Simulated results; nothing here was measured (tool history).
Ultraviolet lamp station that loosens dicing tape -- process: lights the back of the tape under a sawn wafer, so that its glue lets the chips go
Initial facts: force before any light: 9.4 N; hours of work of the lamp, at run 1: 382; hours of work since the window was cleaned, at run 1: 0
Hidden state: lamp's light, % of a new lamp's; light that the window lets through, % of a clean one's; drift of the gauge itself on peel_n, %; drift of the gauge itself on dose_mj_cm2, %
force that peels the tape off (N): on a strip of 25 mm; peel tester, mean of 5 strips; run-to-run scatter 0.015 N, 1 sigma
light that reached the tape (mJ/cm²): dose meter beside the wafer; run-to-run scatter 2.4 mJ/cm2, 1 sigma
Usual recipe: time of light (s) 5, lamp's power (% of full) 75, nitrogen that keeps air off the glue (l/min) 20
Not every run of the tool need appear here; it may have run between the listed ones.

run   hour  time of light (s)  lamp's power (% of full)  nitrogen that keeps air off the glue (l/min)  hours of work of the lamp  hours of work since the window was cleaned  force that peels the tape off (N)  light that reached the tape (mJ/cm²)
  1      0                  5                        75                                            20                        382                                           0                              0.878                                   230
  2   18.7                  8                        75                                            20                        390                                           9                              0.345                                   361
  3   28.7                  8                        75                                            20                        395                                          13                              0.368                                   360
  4   39.7                  8                        94                                            20                        400                                          18                              0.281                                   448
  5   52.5                  5                        75                                             6                        406                                          24                              1.468                                   221
  6   70.3                  5                        75                                             6                        414                                          32                              1.446                                   220
  7   85.6                  8                        75                                            20                        421                                          39                              0.364                                   351
  8   96.6                  8                        75                                            20                        426                                          44                              0.361                                   352
  9  112.4                  8                        75                                            20                        433                                          51                               0.37                                   347
 10  130.2                  5                        75                                            11                        442                                          60                              1.195                                   219
 11  140.7                  5                        75                                            15                        446                                          64                              1.032                                   216
 12  160.2                  5                        75                                            15                        455                                          73                              1.129                                   208
 13  179.3                  9                        75                                            20                        464                                          82                              0.326                                   384
 14  199.7                  5                        75                                            20                        473                                          91                              0.987                                   208
 15  221.4                  5                        76                                            20                        483                                         101                              0.944                                   215
 16  241.3                  5                        76                                            20                        492                                         111                              0.968                                   213
 17  255.7                  5                        75                                            20                        499                                         117                              1.014                                   206
     257.8  -- window cleaned of glue's vapour
 18    271                  5                        75                                            20                        506                                           6                              1.051                                   206
 19  281.4                  5                        75                                            20                        511                                          11                              1.087                                   205
 20    300                  5                        75                                            20                        519                                          19                              1.057                                   208
 21    313                  5                        75                                            20                        525                                          25                              1.035                                   195
 22  329.9                  5                        75                                            20                        533                                          33                              1.047                                   203
 23  343.4                  3                        95                                            11                        539                                          39                              2.111                                   151
 24  360.3                  5                        79                                            20                        547                                          47                              1.025                                   212
     363.9  -- window cleaned of glue's vapour, once more
 25  381.1                  5                        75                                            38                        556                                           8                              0.853                                   210
 26  402.1                  8                        75                                            31                        566                                          18                              0.352                                   338
 27  419.3                  7                        87                                            30                        573                                          25                              0.368                                   338
 28  428.9                  5                        75                                             7                        578                                          30                               1.46                                   208
 29  448.6                  5                        79                                            16                        587                                          39                              1.017                                   217
 30  460.8                  3                       100                                            15                        593                                          44                              1.642                                   165
 31  471.1                  5                        75                                             7                        597                                          49                              1.575                                   203
 32  493.6                  2                        75                                            13                        608                                          59                              3.809                                    86
 33  513.4                  8                        75                                            10                        617                                          69                              0.564                                   325
 34  523.9                 10                        88                                            10                        621                                          73                              0.289                                   478
 35  539.4                  5                        96                                            20                        628                                          80                              0.654                                   263
 36  560.1                  5                        96                                            20                        638                                          90                              0.661                                   256
 37  580.8                  5                        68                                             8                        647                                          99                              1.818                                   178
 38  599.9                  5                        68                                             8                        656                                         108                              1.832                                   182
 39  610.6                  6                        66                                            20                        661                                         113                              1.001                                   210
 40  626.5                  5                        75                                            11                        668                                         120                              1.396                                   197

Each row is a separate what-if for the run after 40, all from the same tool condition, not one after another. Results?
  A  643.7                  7                        75                                            27                        676                                         128                                  ?                                     ?
  B  643.7                  3                        97                                            13                        676                                         128                                  ?                                     ?
  C  643.7                  5                        72                                            11                        676                                         128                                  ?                                     ?
  D  643.7                  5                        79                                            30                        676                                         128                                  ?                                     ?
  E  643.7                  3                        78                                            11                        676                                         128                                  ?                                     ?

run  force that peels the tape off (N)  light that reached the tape (mJ/cm²)
  A                              0.566                                   271
  B                              2.026                                   152
  C                              1.574                                   188
  D                              0.937                                   207
  E                               2.86                                   125
With the hidden condition removed and each run's random variation left untouched, the same runs would have given:
run  force that peels the tape off (N)  light that reached the tape (mJ/cm²)
  A                              0.354                                   353
  B                              1.323                                   198
  C                              0.976                                   244
  D                              0.551                                   269
  E                              2.024                                   162

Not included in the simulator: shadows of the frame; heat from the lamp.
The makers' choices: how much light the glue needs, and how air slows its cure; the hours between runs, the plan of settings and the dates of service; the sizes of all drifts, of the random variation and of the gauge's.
